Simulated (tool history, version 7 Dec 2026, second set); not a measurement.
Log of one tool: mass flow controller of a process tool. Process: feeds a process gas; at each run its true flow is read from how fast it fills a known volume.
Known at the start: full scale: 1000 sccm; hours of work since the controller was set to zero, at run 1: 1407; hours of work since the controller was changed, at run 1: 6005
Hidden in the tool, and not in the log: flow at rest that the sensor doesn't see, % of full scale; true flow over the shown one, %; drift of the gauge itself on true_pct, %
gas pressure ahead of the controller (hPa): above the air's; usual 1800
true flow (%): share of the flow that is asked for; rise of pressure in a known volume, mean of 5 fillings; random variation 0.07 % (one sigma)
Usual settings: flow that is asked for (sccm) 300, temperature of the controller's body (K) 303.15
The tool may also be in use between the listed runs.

run    hour  flow that is asked for (sccm)  gas pressure ahead of the controller (hPa)  temperature of the controller's body (K)  hours of work since the controller was set to zero  hours of work since the controller was changed  true flow (%)
  1       0                            300                                        1800                                    303.15                                                1407                                            6005          98.51
  2   143.4                            300                                        1800                                    294.15                                                1508                                            6105          98.26
  3   392.1                            300                                        1800                                    294.15                                                1682                                            6280          98.07
  4     596                            300                                        1800                                    307.15                                                1826                                            6423          98.48
  5   726.7                            300                                        1800                                    307.15                                                1918                                            6515          98.45
  6     950                            300                                        1800                                    307.15                                                2074                                            6672          98.39
  7  1187.8                            300                                        1800                                    307.15                                                2241                                            6839          98.38
  8  1319.1                            300                                        1800                                    307.15                                                2334                                            6931          98.28
  9  1502.4                            300                                        1800                                    307.15                                                2463                                            7060          98.23
 10  1756.4                            300                                        1800                                    307.15                                                2641                                            7239          98.23
 11  2016.3                            300                                        1800                                    307.15                                                2824                                            7421           98.1
 12  2151.2                            300                                        1800                                    307.15                                                2918                                            7516          98.04
 13  2288.5                            300                                        1800                                    307.15                                                3015                                            7612          98.16
 14  2510.6                            300                                        1800                                    307.15                                                3171                                            7768          97.98
 15  2618.3                            300                                        1800                                    303.15                                                3246                                            7844           97.9
 16    2822                            300                                        1800                                    303.15                                                3390                                            7987          97.91
 17  3044.4                            300                                        1800                                    303.15                                                3546                                            8143          97.82
 18  3210.4                            300                                        1800                                    308.15                                                3662                                            8260          97.89
 19  3455.2                            300                                        1800                                    303.15                                                3834                                            8432          97.69
 20  3650.8                            300                                        1800                                    303.15                                                3972                                            8569          97.59
 21  3779.4                            300                                        1800                                    303.15                                                4062                                            8660          97.56
 22  3930.7                            300                                        1800                                    303.15                                                4168                                            8766          97.53
     3944.6  -- controller's zero set anew
 23  4059.7                            300                                        1520                                    303.15                                                  81                                            8856          97.15
 24  4318.5                            300                                        1520                                    303.15                                                 263                                            9038          97.05
 25  4493.8                            300                                        1520                                    303.15                                                 386                                            9161          96.92
 26  4699.3                            216                                        2090                                    304.15                                                 530                                            9306          95.37
 27  4875.8                            105                                        1800                                    308.15                                                 654                                            9430          90.18
 28  5070.1                            105                                        1800                                    308.15                                                 791                                            9566          90.06
     5115.6  -- controller's zero set anew, once more
 29  5311.2                            105                                        1800                                    308.15                                                 137                                            9735          99.46
 30  5450.8                            735                                        1770                                    298.15                                                 236                                            9833         101.43
 31  5706.6                            735                                        1770                                    298.15                                                 415                                           10013         101.43
 32  5843.4                            735                                        1770                                    298.15                                                 511                                           10109         101.21
 33  6043.7                            735                                        1770                                    308.15                                                 652                                           10250         101.57
 34  6172.5                            152                                        1830                                    310.15                                                 742                                           10340          99.13
 35  6392.6                            171                                        2080                                    296.15                                                 897                                           10495          98.67
 36  6571.2                            422                                        1510                                    296.15                                                1023                                           10620         100.28
 37  6738.7                            301                                        1700                                    298.15                                                1140                                           10738          99.56
 38  6996.8                            523                                        1800                                    304.15                                                1322                                           10919          100.7
 39  7118.9                            300                                        2140                                    293.15                                                1407                                           11005          99.21
     7142.3  -- controller exchanged for a calibrated one
 40  7302.7                            669                                        2300                                    293.15                                                 113                                             113          98.63
 41  7461.6                            669                                        2520                                    293.15                                                 224                                             224          98.54
 42  7709.7                            669                                        2520                                    293.15                                                 399                                             399          98.43

3 ways to go on from here, each from the tool as it stands after run 42. What would each give?
  A  7887.9                            669                                        2550                                    293.15                                                 524                                             524              ?
  B  7887.9                            194                                        1800                                    303.15                                                 524                                             524              ?
  C  7887.9                            422                                        2130                                    303.15                                                 524                                             524              ?

run  true flow (%)
  A          98.59
  B          97.15
  C             98
Without the tool's hidden state the same runs would have given:
run  true flow (%)
  A          98.71
  B          97.67
  C          98.22
